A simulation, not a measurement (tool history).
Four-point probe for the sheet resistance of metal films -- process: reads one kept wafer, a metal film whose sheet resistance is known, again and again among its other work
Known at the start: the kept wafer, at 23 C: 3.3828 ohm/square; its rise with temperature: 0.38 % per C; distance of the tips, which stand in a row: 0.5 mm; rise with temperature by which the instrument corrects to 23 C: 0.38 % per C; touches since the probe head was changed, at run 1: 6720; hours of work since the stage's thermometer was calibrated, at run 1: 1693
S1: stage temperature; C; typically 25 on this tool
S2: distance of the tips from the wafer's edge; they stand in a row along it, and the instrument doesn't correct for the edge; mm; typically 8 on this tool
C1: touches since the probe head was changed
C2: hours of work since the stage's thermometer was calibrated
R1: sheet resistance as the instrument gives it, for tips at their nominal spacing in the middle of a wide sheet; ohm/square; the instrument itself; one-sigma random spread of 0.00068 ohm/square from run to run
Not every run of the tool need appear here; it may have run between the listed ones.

run	hour	S1	S2	C1	C2	R1
1	0	25	8	6720	1693	3.37754
2	19.8	25	8	7141	1701	3.377451
3	37.4	25	8	7517	1708	3.376645
4	50.5	25	8	7796	1714	3.377105
5	76.1	25	8	8340	1724	3.377372
6	102.3	25	12	8897	1735	3.374054
7	122.4	25	63	9324	1743	3.36939
8	148.3	25	4	9875	1753	3.39788
9	167.9	25	4	10293	1761	3.396177
10	186.9	25	4	10698	1769	3.397675
11	202	24	5	11019	1775	3.386601
12	221.9	24	5	11443	1783	3.387142
13	243.6	19	7	11905	1791	3.378517

Run 14 has not been measured yet. What should we expect?
14	260.3	24	37	12259	1798	?

{"run 14": {"R1": 3.368644}}
If the tool had no hidden condition, the same run with the same run-to-run variation would have returned R1 3.382597 ohm/square.
